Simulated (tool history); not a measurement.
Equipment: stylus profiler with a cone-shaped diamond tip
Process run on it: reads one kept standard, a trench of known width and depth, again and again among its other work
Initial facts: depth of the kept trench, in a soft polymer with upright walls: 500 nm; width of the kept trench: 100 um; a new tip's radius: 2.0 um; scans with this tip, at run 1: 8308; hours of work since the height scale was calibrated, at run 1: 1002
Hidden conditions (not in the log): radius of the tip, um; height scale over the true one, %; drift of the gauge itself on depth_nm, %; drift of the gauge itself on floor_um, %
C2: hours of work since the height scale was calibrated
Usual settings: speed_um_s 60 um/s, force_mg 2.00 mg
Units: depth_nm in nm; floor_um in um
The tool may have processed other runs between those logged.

{"run": 1, "hour": 0.0, "speed_um_s": 60, "force_mg": 2.0, "scans with this tip": 8308, "C2": 1002, "depth_nm": 508.93, "floor_um": 96.59}
{"run": 2, "hour": 23.8, "speed_um_s": 60, "force_mg": 2.0, "scans with this tip": 8404, "C2": 1014, "depth_nm": 509.17, "floor_um": 96.53}
{"run": 3, "hour": 70.1, "speed_um_s": 60, "force_mg": 2.0, "scans with this tip": 8590, "C2": 1036, "depth_nm": 509.11, "floor_um": 96.61}
{"run": 4, "hour": 106.3, "speed_um_s": 60, "force_mg": 2.0, "scans with this tip": 8735, "C2": 1054, "depth_nm": 509.28, "floor_um": 96.56}
{"run": 5, "hour": 133.5, "speed_um_s": 60, "force_mg": 2.0, "scans with this tip": 8845, "C2": 1067, "depth_nm": 509.1, "floor_um": 96.6}
{"run": 6, "hour": 159.4, "speed_um_s": 60, "force_mg": 2.0, "scans with this tip": 8949, "C2": 1080, "depth_nm": 508.96, "floor_um": 96.54}
{"run": 7, "hour": 188.0, "speed_um_s": 60, "force_mg": 2.0, "scans with this tip": 9064, "C2": 1094, "depth_nm": 509.37, "floor_um": 96.56}
{"run": 8, "hour": 211.9, "speed_um_s": 60, "force_mg": 2.0, "scans with this tip": 9160, "C2": 1105, "depth_nm": 509.2, "floor_um": 96.51}
{"run": 9, "hour": 260.0, "speed_um_s": 60, "force_mg": 2.0, "scans with this tip": 9354, "C2": 1128, "depth_nm": 509.29, "floor_um": 96.52}
{"run": 10, "hour": 292.3, "speed_um_s": 74, "force_mg": 2.0, "scans with this tip": 9483, "C2": 1144, "depth_nm": 509.52, "floor_um": 96.45}
{"run": 11, "hour": 316.2, "speed_um_s": 74, "force_mg": 2.0, "scans with this tip": 9579, "C2": 1156, "depth_nm": 509.65, "floor_um": 96.51}
{"run": 12, "hour": 357.4, "speed_um_s": 60, "force_mg": 0.89, "scans with this tip": 9745, "C2": 1176, "depth_nm": 506.39, "floor_um": 96.32}
{"run": 13, "hour": 384.8, "speed_um_s": 17, "force_mg": 2.0, "scans with this tip": 9855, "C2": 1189, "depth_nm": 509.59, "floor_um": 96.79}
{"run": 14, "hour": 411.6, "speed_um_s": 17, "force_mg": 2.0, "scans with this tip": 9963, "C2": 1202, "depth_nm": 509.44, "floor_um": 96.7}
{"run": 15, "hour": 439.1, "speed_um_s": 17, "force_mg": 2.0, "scans with this tip": 10073, "C2": 1215, "depth_nm": 509.4, "floor_um": 96.78}
{"run": 16, "hour": 467.7, "speed_um_s": 17, "force_mg": 2.0, "scans with this tip": 10189, "C2": 1229, "depth_nm": 509.76, "floor_um": 96.7}
{"run": 17, "hour": 499.5, "speed_um_s": 17, "force_mg": 2.0, "scans with this tip": 10317, "C2": 1245, "depth_nm": 509.54, "floor_um": 96.75}
{"run": 18, "hour": 525.7, "speed_um_s": 60, "force_mg": 2.0, "scans with this tip": 10422, "C2": 1257, "depth_nm": 509.78, "floor_um": 96.48}
{"run": 19, "hour": 560.2, "speed_um_s": 60, "force_mg": 2.0, "scans with this tip": 10560, "C2": 1274, "depth_nm": 509.9, "floor_um": 96.47}
{"run": 20, "hour": 597.2, "speed_um_s": 60, "force_mg": 2.0, "scans with this tip": 10709, "C2": 1292, "depth_nm": 509.62, "floor_um": 96.44}
{"run": 21, "hour": 647.7, "speed_um_s": 60, "force_mg": 2.0, "scans with this tip": 10912, "C2": 1317, "depth_nm": 509.66, "floor_um": 96.46}
{"run": 22, "hour": 691.0, "speed_um_s": 60, "force_mg": 2.0, "scans with this tip": 11087, "C2": 1338, "depth_nm": 509.73, "floor_um": 96.44}
{"run": 23, "hour": 745.5, "speed_um_s": 60, "force_mg": 2.0, "scans with this tip": 11306, "C2": 1364, "depth_nm": 509.78, "floor_um": 96.49}
{"run": 24, "hour": 790.2, "speed_um_s": 60, "force_mg": 2.0, "scans with this tip": 11485, "C2": 1386, "depth_nm": 509.96, "floor_um": 96.38}
{"run": 25, "hour": 815.9, "speed_um_s": 60, "force_mg": 2.0, "scans with this tip": 11588, "C2": 1398, "depth_nm": 509.8, "floor_um": 96.4}
{"run": 26, "hour": 856.4, "speed_um_s": 31, "force_mg": 1.54, "scans with this tip": 11751, "C2": 1418, "depth_nm": 508.8, "floor_um": 96.52}
{"run": 27, "hour": 889.7, "speed_um_s": 31, "force_mg": 1.54, "scans with this tip": 11886, "C2": 1434, "depth_nm": 508.92, "floor_um": 96.56}
{"run": 28, "hour": 920.8, "speed_um_s": 17, "force_mg": 2.81, "scans with this tip": 12010, "C2": 1449, "depth_nm": 512.0, "floor_um": 96.64}
{"run": 29, "hour": 966.2, "speed_um_s": 17, "force_mg": 2.81, "scans with this tip": 12193, "C2": 1471, "depth_nm": 511.85, "floor_um": 96.66}
{"hour": 1007.8, "done": "height scale calibrated on a step standard"}
{"run": 30, "hour": 1014.3, "speed_um_s": 64, "force_mg": 2.14, "scans with this tip": 12384, "C2": 3, "depth_nm": 507.46, "floor_um": 96.31}
{"run": 31, "hour": 1055.0, "speed_um_s": 74, "force_mg": 1.43, "scans with this tip": 12548, "C2": 23, "depth_nm": 506.16, "floor_um": 96.18}
{"run": 32, "hour": 1107.9, "speed_um_s": 74, "force_mg": 1.43, "scans with this tip": 12761, "C2": 49, "depth_nm": 505.88, "floor_um": 96.25}
{"run": 33, "hour": 1137.3, "speed_um_s": 35, "force_mg": 2.29, "scans with this tip": 12879, "C2": 63, "depth_nm": 508.34, "floor_um": 96.5}
{"run": 34, "hour": 1184.5, "speed_um_s": 60, "force_mg": 1.22, "scans with this tip": 13069, "C2": 86, "depth_nm": 505.49, "floor_um": 96.22}
{"run": 35, "hour": 1213.5, "speed_um_s": 60, "force_mg": 0.69, "scans with this tip": 13185, "C2": 100, "depth_nm": 503.81, "floor_um": 96.16}
{"run": 36, "hour": 1257.5, "speed_um_s": 70, "force_mg": 3.88, "scans with this tip": 13362, "C2": 121, "depth_nm": 511.61, "floor_um": 96.34}
{"run": 37, "hour": 1288.2, "speed_um_s": 16, "force_mg": 1.3, "scans with this tip": 13486, "C2": 136, "depth_nm": 505.87, "floor_um": 96.53}
{"run": 38, "hour": 1322.8, "speed_um_s": 37, "force_mg": 4.09, "scans with this tip": 13625, "C2": 153, "depth_nm": 512.15, "floor_um": 96.48}
{"run": 39, "hour": 1358.7, "speed_um_s": 34, "force_mg": 4.06, "scans with this tip": 13769, "C2": 170, "depth_nm": 512.24, "floor_um": 96.53}
{"run": 40, "hour": 1386.1, "speed_um_s": 34, "force_mg": 4.06, "scans with this tip": 13879, "C2": 183, "depth_nm": 512.23, "floor_um": 96.51}
{"run": 41, "hour": 1420.6, "speed_um_s": 26, "force_mg": 3.39, "scans with this tip": 14018, "C2": 200, "depth_nm": 510.96, "floor_um": 96.53}
{"run": 42, "hour": 1452.7, "speed_um_s": 26, "force_mg": 3.39, "scans with this tip": 14147, "C2": 216, "depth_nm": 510.81, "floor_um": 96.42}
{"run": 43, "hour": 1488.6, "speed_um_s": 22, "force_mg": 1.23, "scans with this tip": 14291, "C2": 233, "depth_nm": 505.68, "floor_um": 96.53}
{"run": 44, "hour": 1524.2, "speed_um_s": 22, "force_mg": 1.23, "scans with this tip": 14435, "C2": 250, "depth_nm": 505.82, "floor_um": 96.47}
{"run": 45, "hour": 1549.7, "speed_um_s": 22, "force_mg": 1.23, "scans with this tip": 14537, "C2": 263, "depth_nm": 506.06, "floor_um": 96.43}

3 options for the next run, each taken on its own from the tool as it stands now. Forecast them:
{"run": "A", "hour": 1583.3, "speed_um_s": 207, "force_mg": 1.43, "scans with this tip": 14672, "C2": 279, "depth_nm": "?", "floor_um": "?"}
{"run": "B", "hour": 1583.3, "speed_um_s": 23, "force_mg": 1.91, "scans with this tip": 14672, "C2": 279, "depth_nm": "?", "floor_um": "?"}
{"run": "C", "hour": 1583.3, "speed_um_s": 110, "force_mg": 1.12, "scans with this tip": 14672, "C2": 279, "depth_nm": "?", "floor_um": "?"}

run=A depth_nm=506.47 floor_um=95.21
run=B depth_nm=507.34 floor_um=96.43
run=C depth_nm=505.65 floor_um=95.83
With no hidden state in the tool, these same runs would have given:
run=A depth_nm=505.78 floor_um=95.96
run=B depth_nm=506.66 floor_um=97.18
run=C depth_nm=504.97 floor_um=96.58
